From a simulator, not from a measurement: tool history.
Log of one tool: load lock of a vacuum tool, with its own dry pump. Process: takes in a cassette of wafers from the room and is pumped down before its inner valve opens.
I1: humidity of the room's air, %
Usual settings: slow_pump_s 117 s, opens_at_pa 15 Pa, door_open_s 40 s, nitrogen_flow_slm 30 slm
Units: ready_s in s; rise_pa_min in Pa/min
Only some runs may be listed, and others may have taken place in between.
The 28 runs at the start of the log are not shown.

run 29 hour=2514.2 | slow_pump_s=110 opens_at_pa=22 door_open_s=101 nitrogen_flow_slm=18 | I1=46.6 | ready_s=159.3 rise_pa_min=0.04
run 30 hour=2606.5 | slow_pump_s=110 opens_at_pa=22 door_open_s=101 nitrogen_flow_slm=18 | I1=47.8 | ready_s=161 rise_pa_min=0.053
run 31 hour=2666.5 | slow_pump_s=75 opens_at_pa=23 door_open_s=40 nitrogen_flow_slm=30 | I1=42.2 | ready_s=131 rise_pa_min=0.031
run 32 hour=2743.2 | slow_pump_s=75 opens_at_pa=23 door_open_s=40 nitrogen_flow_slm=30 | I1=42.9 | ready_s=130.4 rise_pa_min=0.035
run 33 hour=2799.3 | slow_pump_s=117 opens_at_pa=13 door_open_s=40 nitrogen_flow_slm=14 | I1=47.5 | ready_s=173.2 rise_pa_min=0.044
run 34 hour=2870 | slow_pump_s=117 opens_at_pa=13 door_open_s=40 nitrogen_flow_slm=14 | I1=46.9 | ready_s=172.2 rise_pa_min=0.043
run 35 hour=2954.7 | slow_pump_s=117 opens_at_pa=13 door_open_s=40 nitrogen_flow_slm=17 | I1=43.7 | ready_s=171.6 rise_pa_min=0.045
run 36 hour=3076.8 | slow_pump_s=168 opens_at_pa=17 door_open_s=77 nitrogen_flow_slm=37 | I1=44.7 | ready_s=215 rise_pa_min=0.044

4 options for the next run, each taken on its own from the tool as it stands now. Forecast them:
run A hour=3153.7 | slow_pump_s=200 opens_at_pa=18 door_open_s=148 nitrogen_flow_slm=37 | I1=45.3 | ready_s=? rise_pa_min=?
run B hour=3153.7 | slow_pump_s=59 opens_at_pa=15 door_open_s=40 nitrogen_flow_slm=17 | I1=45.4 | ready_s=? rise_pa_min=?
run C hour=3153.7 | slow_pump_s=206 opens_at_pa=15 door_open_s=40 nitrogen_flow_slm=30 | I1=47.1 | ready_s=? rise_pa_min=?
run D hour=3153.7 | slow_pump_s=168 opens_at_pa=29 door_open_s=26 nitrogen_flow_slm=37 | I1=46.3 | ready_s=? rise_pa_min=?

run=A ready_s=239.5 rise_pa_min=0.043
run=B ready_s=122.1 rise_pa_min=0.041
run=C ready_s=245 rise_pa_min=0.039
run=D ready_s=208.7 rise_pa_min=0.034
With no hidden state in the tool, these same runs would have given:
run=A ready_s=231.1 rise_pa_min=0.02
run=B ready_s=108.6 rise_pa_min=0.018
run=C ready_s=236.5 rise_pa_min=0.016
run=D ready_s=200.1 rise_pa_min=0.011
